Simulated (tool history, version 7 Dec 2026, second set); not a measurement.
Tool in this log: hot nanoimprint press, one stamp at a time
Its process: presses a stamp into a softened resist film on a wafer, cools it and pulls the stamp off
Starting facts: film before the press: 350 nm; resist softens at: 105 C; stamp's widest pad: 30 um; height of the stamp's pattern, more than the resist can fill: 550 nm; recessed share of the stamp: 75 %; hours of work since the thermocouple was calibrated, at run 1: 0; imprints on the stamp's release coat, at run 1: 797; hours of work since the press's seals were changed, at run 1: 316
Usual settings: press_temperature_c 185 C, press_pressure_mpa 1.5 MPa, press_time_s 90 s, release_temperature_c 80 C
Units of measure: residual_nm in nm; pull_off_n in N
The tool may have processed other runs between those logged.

run     day  press_temperature_c  press_pressure_mpa  press_time_s  release_temperature_c  hours of work since the thermocouple was calibrated  imprints on the stamp's release coat  hours of work since the press's seals were changed  residual_nm  pull_off_n
  1       0                  185                 1.5            90                     80                                                    0                                   797                                                 316        123.4         197
  2   1.412                  185                 1.5            90                     80                                                   17                                   851                                                 333        122.7         194
  3   3.329                  185                 1.5            90                     80                                                   40                                   925                                                 355        122.3         196
      4.825  -- stamp cleaned and given a new release coat
  4   5.204                  185                0.93            90                     80                                                   59                                    14                                                 375        161.3         186
  5   7.038                  185                0.93            90                     80                                                   81                                    85                                                 397        160.4         193
  6   9.562                  185                0.93            90                     80                                                  111                                   181                                                 427        162.1         197
  7  10.938                  185                0.93            90                     80                                                  127                                   234                                                 443        160.5         187
  8  12.675                  185                 1.5            90                     80                                                  148                                   301                                                 464        123.2         194
  9  14.188                  185                 1.5            90                     80                                                  166                                   359                                                 482        122.8         190
 10   16.65                  185                 1.5            90                     80                                                  195                                   454                                                 511        123.2         194
 11    17.8                  185                 1.5            48                     80                                                  209                                   498                                                 525        155.2         192
 12  20.021                  185                 1.5            90                     80                                                  235                                   583                                                 551        122.9         195
 13  22.421                  180                0.92            55                     87                                                  264                                   675                                                 580        226.5         174
 14  23.579                  180                 1.5            90                     74                                                  278                                   720                                                 594        154.3         211
 15  25.083                  176                 1.5            90                     71                                                  296                                   778                                                 611        184.9         218
 16    26.4                  189                1.44            70                     80                                                  311                                   828                                                 627        118.1         192
 17  28.483                  185                1.62            90                     80                                                  336                                   908                                                 652        118.4         198
     30.583  -- stamp cleaned and given a new release coat
 18  30.617                  181                1.67            70                     83                                                  358                                     2                                                 674        151.9         181
 19  32.346                  181                1.67            70                     83                                                  379                                    68                                                 695        152.6         181
     33.154  -- plate thermocouple calibrated
 20  34.733                  194                 1.5            90                     68                                                   19                                   155                                                 722         83.8         225
 21  36.067                  194                 1.5            90                     68                                                   35                                   206                                                 738         85.1         229
 22  38.112                  185                   1            78                     85                                                   59                                   285                                                 762        161.3         171
 23  40.267                  185                1.45            78                     82                                                   85                                   367                                                 788        131.7         192
 24  42.571                  185                2.38            90                     78                                                  112                                   456                                                 815         95.2         201

Each row is a separate what-if for the run after 24, all from the same tool condition, not one after another. Results?
  A  44.617                  177                2.38            90                     78                                                  136                                   535                                                 840            ?           ?
  B  44.617                  175                 1.5           175                     79                                                  136                                   535                                                 840            ?           ?
  C  44.617                  179                2.38           142                     82                                                  136                                   535                                                 840            ?           ?
  D  44.617                  185                2.38            50                     73                                                  136                                   535                                                 840            ?           ?
  E  44.617                  182                2.31            90                     78                                                  136                                   535                                                 840            ?           ?

run  residual_nm  pull_off_n
  A        136.5         201
  B        153.2         191
  C        105.8         187
  D        118.6         223
  E        110.8         205
Without the tool's hidden state the same runs would have given:
run  residual_nm  pull_off_n
  A        136.5         199
  B        153.2         190
  C        105.8         186
  D        118.6         221
  E        110.8         204
